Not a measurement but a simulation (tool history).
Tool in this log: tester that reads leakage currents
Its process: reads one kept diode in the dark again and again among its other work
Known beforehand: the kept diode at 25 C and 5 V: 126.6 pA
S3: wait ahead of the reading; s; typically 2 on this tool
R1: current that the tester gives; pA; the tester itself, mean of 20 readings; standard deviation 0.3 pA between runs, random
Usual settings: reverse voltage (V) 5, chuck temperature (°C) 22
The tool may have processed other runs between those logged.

Run 1, hour 0: usual settings. Result: R1 103.25 pA.
At hour 91.9: tester calibrated.
Run 2, hour 103.3: usual settings but S3 0.89 s. Result: R1 106.91 pA.
Run 3, hour 284: usual settings but reverse voltage (V) 1.91. Result: R1 59.47 pA.
Run 4, hour 454.9: usual settings but reverse voltage (V) 1.91. Result: R1 59.57 pA.
Run 5, hour 620.3: usual settings but reverse voltage (V) 17.64. Result: R1 236.42 pA.
Run 6, hour 732.6: usual settings but reverse voltage (V) 17.64. Result: R1 239.26 pA.
Run 7, hour 902.4: usual settings. Result: R1 109.67 pA.
At hour 1104: chuck's temperature calibrated.
Run 8, hour 1135.8: usual settings. Result: R1 116.77 pA.
Run 9, hour 1324.1: usual settings. Result: R1 116.86 pA.
Run 10, hour 1511.8: usual settings but S3 0.3 s. Result: R1 123.97 pA.
At hour 1548: chuck's temperature calibrated, once more.
Run 11, hour 1648: usual settings but S3 0.3 s. Result: R1 108.01 pA.
At hour 1668.2: probe card cleaned and baked.
Run 12, hour 1804.3: usual settings but S3 0.3 s. Result: R1 103.19 pA.
Run 13, hour 2006.6: usual settings but chuck temperature (°C) 25. Result: R1 128.7 pA.
Run 14, hour 2140.4: usual settings but chuck temperature (°C) 37. Result: R1 351.06 pA.
Run 15, hour 2279.5: usual settings. Result: R1 100.7 pA.
Run 16, hour 2386.6: usual settings. Result: R1 100.46 pA.
Run 17, hour 2601.9: usual settings. Result: R1 102.04 pA.
Run 18, hour 2777.3: usual settings but chuck temperature (°C) 59. Result: R1 1875.05 pA.
Run 19, hour 2938.8: usual settings but chuck temperature (°C) 59. Result: R1 1878.39 pA.
Run 20, hour 3156.6: usual settings but chuck temperature (°C) 48. Result: R1 851.42 pA.
Run 21, hour 3363.4: usual settings but chuck temperature (°C) 48. Result: R1 853.65 pA.
Run 22, hour 3576.1: usual settings but reverse voltage (V) 4.78, S3 2.39 s. Result: R1 103.17 pA.
Run 23, hour 3788.7: usual settings but reverse voltage (V) 1.73, S3 2.39 s. Result: R1 56.68 pA.
At hour 3896.8: chuck's temperature calibrated.
Run 24, hour 3919.8: usual settings but reverse voltage (V) 8.1, chuck temperature (°C) 23, S3 0.81 s. Result: R1 147.95 pA.
Run 25, hour 4075.6: usual settings but reverse voltage (V) 8.1, chuck temperature (°C) 23, S3 0.81 s. Result: R1 147.59 pA.
Run 26, hour 4204.3: usual settings but reverse voltage (V) 1.15, chuck temperature (°C) 28, S3 1.5 s. Result: R1 69.29 pA.
Run 27, hour 4310.3: usual settings but chuck temperature (°C) 21. Result: R1 92.8 pA.
At hour 4350.1: tester calibrated.
Run 28, hour 4416.6: usual settings but reverse voltage (V) 14.7, chuck temperature (°C) 20, S3 5.78 s. Result: R1 168.95 pA.
Run 29, hour 4537.4: usual settings but reverse voltage (V) 9.86, chuck temperature (°C) 30. Result: R1 308.07 pA.
Run 30, hour 4777.7: usual settings but reverse voltage (V) 9.86, chuck temperature (°C) 30. Result: R1 311.86 pA.
Run 31, hour 4921.5: usual settings but reverse voltage (V) 19.69. Result: R1 246.58 pA.
Run 32, hour 5094.8: usual settings but reverse voltage (V) 5.71, chuck temperature (°C) 42. Result: R1 593.35 pA.
Run 33, hour 5198.2: usual settings but reverse voltage (V) 16.86, chuck temperature (°C) 38, S3 4.33 s. Result: R1 830.05 pA.
Run 34, hour 5351: usual settings but reverse voltage (V) 16.86, chuck temperature (°C) 38, S3 4.33 s. Result: R1 835.02 pA.
Run 35, hour 5506.1: usual settings but reverse voltage (V) 1.13. Result: R1 44.37 pA.
Run 36, hour 5733.8: usual settings but S3 2.4 s. Result: R1 110.86 pA.
Run 37, hour 5964.1: usual settings but reverse voltage (V) 8.76, chuck temperature (°C) 34, S3 0.37 s. Result: R1 429.96 pA.
Run 38, hour 6196.3: usual settings but reverse voltage (V) 2.22, chuck temperature (°C) 57, S3 5.98 s. Result: R1 1062.5 pA.
At hour 6251.2: chuck's temperature calibrated.
Run 39, hour 6394.7: usual settings but reverse voltage (V) 11.56, chuck temperature (°C) 36, S3 0.37 s. Result: R1 549.62 pA.

Results for each run, recomputed without the tool's hidden state and with each run's random variation untouched:
The hidden state here: stray current of the dirty probe card, pA a volt; current scale over the true one, %; true chuck temperature over the reading, C; drift of the gauge itself on leakage_pa, %.
run       R1
  1    98.77
  2    99.13
  3    55.25
  4    54.92
  5      209
  6   210.29
  7    98.04
  8    98.69
  9    97.97
 10   104.02
 11   103.77
 12   103.14
 13   127.54
 14   347.22
 15    98.51
 16     97.8
 17    98.38
 18  1829.11
 19  1823.34
 20    818.2
 21   815.01
 22    95.26
 23    52.12
 24   146.27
 25    144.9
 26    68.86
 27    90.11
 28      156
 29   292.17
 30   292.95
 31   223.06
 32   560.22
 33   774.28
 34   774.66
 35    40.46
 36    98.59
 37   389.34
 38   980.34
 39   539.78
